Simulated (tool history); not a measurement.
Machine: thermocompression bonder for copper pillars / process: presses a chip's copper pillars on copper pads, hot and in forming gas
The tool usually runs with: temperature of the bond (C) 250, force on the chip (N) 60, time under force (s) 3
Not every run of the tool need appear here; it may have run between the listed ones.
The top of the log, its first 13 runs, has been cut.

| run | hour | temperature of the bond (C) | force on the chip (N) | time under force (s) | hours of work since the heater was calibrated | hours of work since the force cell was calibrated | hours of work since the gas filter was changed | force that shears a chip off (N) |
|---|---|---|---|---|---|---|---|---|
| 14 | 692.8 | 250 | 39 | 3 | 304 | 568 | 90 | 44.3 |
| 15 | 739.6 | 250 | 39 | 3 | 327 | 591 | 113 | 43.5 |
|  | 752.2 | forming gas filter changed |
| 16 | 792.5 | 250 | 39 | 3 | 353 | 617 | 20 | 45.1 |
| 17 | 847.1 | 272 | 39 | 3 | 380 | 644 | 47 | 60.2 |
| 18 | 900.2 | 233 | 61 | 2 | 406 | 670 | 73 | 40.2 |
| 19 | 941 | 262 | 84 | 9 | 427 | 690 | 93 | 110.4 |
|  | 996.8 | forming gas filter changed |
| 20 | 999 | 244 | 74 | 2 | 455 | 719 | 1 | 55 |
| 21 | 1067.7 | 244 | 74 | 2 | 489 | 753 | 35 | 54.5 |
| 22 | 1112.4 | 247 | 87 | 7 | 511 | 775 | 57 | 93.2 |
| 23 | 1178.4 | 246 | 39 | 3 | 544 | 807 | 90 | 41.8 |
| 24 | 1211.2 | 270 | 58 | 4 | 560 | 823 | 106 | 80.7 |
|  | 1238.9 | forming gas filter changed |
| 25 | 1282.4 | 270 | 58 | 4 | 595 | 858 | 21 | 82.7 |
| 26 | 1343.3 | 250 | 82 | 6 | 625 | 888 | 52 | 89.3 |
| 27 | 1387.3 | 250 | 82 | 6 | 647 | 910 | 73 | 89.1 |
| 28 | 1451.9 | 246 | 62 | 5 | 678 | 942 | 105 | 71 |
|  | 1482.8 | forming gas filter changed |
| 29 | 1483.7 | 246 | 62 | 5 | 694 | 957 | 0 | 69.3 |
| 30 | 1552.4 | 246 | 62 | 5 | 728 | 991 | 34 | 69.1 |
| 31 | 1582 | 246 | 62 | 5 | 742 | 1006 | 49 | 71.3 |
| 32 | 1613.3 | 238 | 50 | 3 | 758 | 1021 | 64 | 45.7 |
| 33 | 1667.1 | 258 | 55 | 3 | 784 | 1048 | 91 | 63.4 |

5 ways to go on from here, each from the tool as it stands after run 33. What would each give?
| A | 1704.8 | 250 | 43 | 3 | 803 | 1067 | 110 | ? |
| B | 1704.8 | 268 | 60 | 3 | 803 | 1067 | 110 | ? |
| C | 1704.8 | 227 | 55 | 6 | 803 | 1067 | 110 | ? |
| D | 1704.8 | 228 | 38 | 7 | 803 | 1067 | 110 | ? |
| E | 1704.8 | 258 | 44 | 3 | 803 | 1067 | 110 | ? |

| run | force that shears a chip off (N) |
|---|---|
| A | 47.1 |
| B | 74.9 |
| C | 51.6 |
| D | 42.9 |
| E | 54.1 |
What these runs would have given with no unlogged condition in the tool:
| run | force that shears a chip off (N) |
|---|---|
| A | 47.5 |
| B | 75.5 |
| C | 52 |
| D | 43.2 |
| E | 54.5 |
